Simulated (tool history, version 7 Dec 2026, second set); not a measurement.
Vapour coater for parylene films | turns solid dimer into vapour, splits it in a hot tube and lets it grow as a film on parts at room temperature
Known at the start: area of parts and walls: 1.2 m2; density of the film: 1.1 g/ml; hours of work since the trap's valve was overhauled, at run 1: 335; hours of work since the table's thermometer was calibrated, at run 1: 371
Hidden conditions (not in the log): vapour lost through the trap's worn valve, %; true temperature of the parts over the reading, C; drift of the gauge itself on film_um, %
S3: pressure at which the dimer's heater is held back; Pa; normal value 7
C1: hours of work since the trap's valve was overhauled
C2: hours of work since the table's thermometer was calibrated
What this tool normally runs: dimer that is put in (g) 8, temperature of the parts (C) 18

Run 1, hour 0: usual settings; C1 335; C2 371. Result: thickness of the film (µm) 3.49.
Run 2, hour 18.1: usual settings; C1 350; C2 387. Result: thickness of the film (µm) 3.46.
Run 3, hour 42.3: usual settings; C1 370; C2 407. Result: thickness of the film (µm) 3.44.
Run 4, hour 66: usual settings; C1 390; C2 427. Result: thickness of the film (µm) 3.47.
Run 5, hour 85.2: usual settings; C1 406; C2 443. Result: thickness of the film (µm) 3.43.
Run 6, hour 98.8: usual settings; C1 418; C2 454. Result: thickness of the film (µm) 3.43.
At hour 103.9: trap's valve overhauled.
Run 7, hour 113.4: usual settings but temperature of the parts (C) 10; C1 8; C2 463. Result: thickness of the film (µm) 5.1.
Run 8, hour 128.6: usual settings but temperature of the parts (C) 10; C1 21; C2 476. Result: thickness of the film (µm) 5.1.
Run 9, hour 145.6: usual settings but dimer that is put in (g) 11; C1 35; C2 490. Result: thickness of the film (µm) 5.02.
Run 10, hour 165.8: usual settings but dimer that is put in (g) 11, temperature of the parts (C) 12; C1 52; C2 507. Result: thickness of the film (µm) 6.44.
Run 11, hour 183.8: usual settings but dimer that is put in (g) 11, temperature of the parts (C) 12; C1 67; C2 522. Result: thickness of the film (µm) 6.43.
Run 12, hour 197.8: usual settings but dimer that is put in (g) 6, temperature of the parts (C) 12; C1 79; C2 534. Result: thickness of the film (µm) 3.48.
Run 13, hour 218.1: usual settings but dimer that is put in (g) 3, temperature of the parts (C) 12; C1 96; C2 551. Result: thickness of the film (µm) 1.75.
Run 14, hour 237.1: usual settings but dimer that is put in (g) 12, temperature of the parts (C) 12; C1 112; C2 567. Result: thickness of the film (µm) 6.96.
Run 15, hour 252.2: usual settings but dimer that is put in (g) 12, temperature of the parts (C) 12, S3 5.31 Pa; C1 125; C2 580. Result: thickness of the film (µm) 7.14.
Run 16, hour 262.7: usual settings but dimer that is put in (g) 12, temperature of the parts (C) 12, S3 5.31 Pa; C1 134; C2 589. Result: thickness of the film (µm) 7.13.
At hour 265.9: table's thermometer calibrated.
Run 17, hour 274.9: usual settings but dimer that is put in (g) 5, temperature of the parts (C) 23; C1 143; C2 8. Result: thickness of the film (µm) 1.85.
Run 18, hour 289.3: usual settings but dimer that is put in (g) 7, temperature of the parts (C) 13, S3 2.48 Pa; C1 155; C2 20. Result: thickness of the film (µm) 4.35.
Run 19, hour 303.4: usual settings but temperature of the parts (C) 10, S3 6.54 Pa; C1 167; C2 31. Result: thickness of the film (µm) 5.09.
Run 20, hour 315.7: usual settings but temperature of the parts (C) 10, S3 6.54 Pa; C1 177; C2 42. Result: thickness of the film (µm) 5.1.
Run 21, hour 335.5: usual settings but dimer that is put in (g) 14, temperature of the parts (C) 11, S3 4.06 Pa; C1 194; C2 58. Result: thickness of the film (µm) 8.99.
Run 22, hour 354.9: usual settings but dimer that is put in (g) 3, temperature of the parts (C) 26, S3 7.02 Pa; C1 210; C2 75. Result: thickness of the film (µm) 0.97.
Run 23, hour 374.3: usual settings but temperature of the parts (C) 16, S3 2.33 Pa; C1 226; C2 91. Result: thickness of the film (µm) 4.38.
At hour 397.6: table's thermometer calibrated, once more.
Run 24, hour 398.5: usual settings but dimer that is put in (g) 9, temperature of the parts (C) 10; C1 246; C2 1. Result: thickness of the film (µm) 5.45.
Run 25, hour 422.8: usual settings but dimer that is put in (g) 9, temperature of the parts (C) 23, S3 10.36 Pa; C1 266; C2 21. Result: thickness of the film (µm) 3.02.
Run 26, hour 436.5: usual settings but dimer that is put in (g) 13; C1 278; C2 33. Result: thickness of the film (µm) 5.58.
Run 27, hour 452.5: usual settings but dimer that is put in (g) 6, S3 2.61 Pa; C1 291; C2 46. Result: thickness of the film (µm) 2.86.

Predict the results of run 28:
Run 28, hour 473.2: usual settings but dimer that is put in (g) 11, S3 2.61 Pa; C1 309; C2 64. Result: thickness of the film (µm) ?.

Run 28 produced thickness of the film (µm) 5.19.
With the hidden condition absent and the run-to-run variation left alone, this run would have shown thickness of the film (µm) 5.5.
